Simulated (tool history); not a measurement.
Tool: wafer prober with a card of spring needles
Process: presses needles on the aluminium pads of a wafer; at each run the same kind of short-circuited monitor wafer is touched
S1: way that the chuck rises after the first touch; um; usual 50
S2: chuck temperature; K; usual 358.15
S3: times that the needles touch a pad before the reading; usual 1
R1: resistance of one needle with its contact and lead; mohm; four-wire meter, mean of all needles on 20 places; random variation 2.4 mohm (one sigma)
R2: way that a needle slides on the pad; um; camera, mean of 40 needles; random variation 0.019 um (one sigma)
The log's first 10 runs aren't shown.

At hour 233.8: tips cleaned on abrasive film.
Run 11, hour 242: usual settings but S1 52 um. Result: R1 299 mohm, R2 6.51 um.
At hour 256.3: tips cleaned on abrasive film.
Run 12, hour 273.5: usual settings but S1 52 um. Result: R1 316 mohm, R2 6.45 um.
At hour 281.6: tips cleaned on abrasive film.
Run 13, hour 303.1: usual settings but S1 52 um. Result: R1 326 mohm, R2 6.49 um.
At hour 306.2: tips cleaned on abrasive film.
Run 14, hour 327.7: usual settings but S1 52 um. Result: R1 320 mohm, R2 6.5 um.
At hour 331: tips cleaned on abrasive film.
Run 15, hour 349.8: usual settings but S1 52 um. Result: R1 324 mohm, R2 6.46 um.
At hour 354.9: tips cleaned on abrasive film.
Run 16, hour 374.5: usual settings. Result: R1 321 mohm, R2 6.19 um.
At hour 379.3: tips cleaned on abrasive film.
At hour 402.1: tips cleaned on abrasive film.
Run 17, hour 410.4: usual settings but S1 62 um, S2 375.15 K. Result: R1 304 mohm, R2 7.69 um.
At hour 424.5: tips cleaned on abrasive film.
Run 18, hour 441.5: usual settings but S1 62 um, S2 391.15 K. Result: R1 313 mohm, R2 7.69 um.
At hour 448.6: tips cleaned on abrasive film.
At hour 451.5: height of the first contact set anew, once more.
Run 19, hour 461.4: usual settings but S1 62 um, S2 391.15 K. Result: R1 312 mohm, R2 8.03 um.
At hour 471.4: tips cleaned on abrasive film.
At hour 495.8: tips cleaned on abrasive film.
Run 20, hour 503.1: usual settings but S1 68 um, S2 391.15 K. Result: R1 299 mohm, R2 8.81 um.
At hour 520.1: tips cleaned on abrasive film.
Run 21, hour 520.3: usual settings but S1 68 um, S2 391.15 K. Result: R1 287 mohm, R2 8.76 um.
At hour 543: tips cleaned on abrasive film.
Run 22, hour 545.4: usual settings but S1 68 um, S2 345.15 K, S3 2. Result: R1 278 mohm, R2 8.81 um.
At hour 566: tips cleaned on abrasive film.
Run 23, hour 570: usual settings but S1 36 um, S2 313.15 K, S3 2. Result: R1 292 mohm, R2 4.59 um.

Forecast run 24:
At hour 590.5: tips cleaned on abrasive film.
Run 24, hour 604.6: usual settings but S1 30 um, S2 381.15 K, S3 3. Result: R1 ?, R2 ?.

Run 24 gave R1 328 mohm, R2 3.82 um.
Without the tool's hidden state the same run would have given R1 289 mohm, R2 3.91 um.
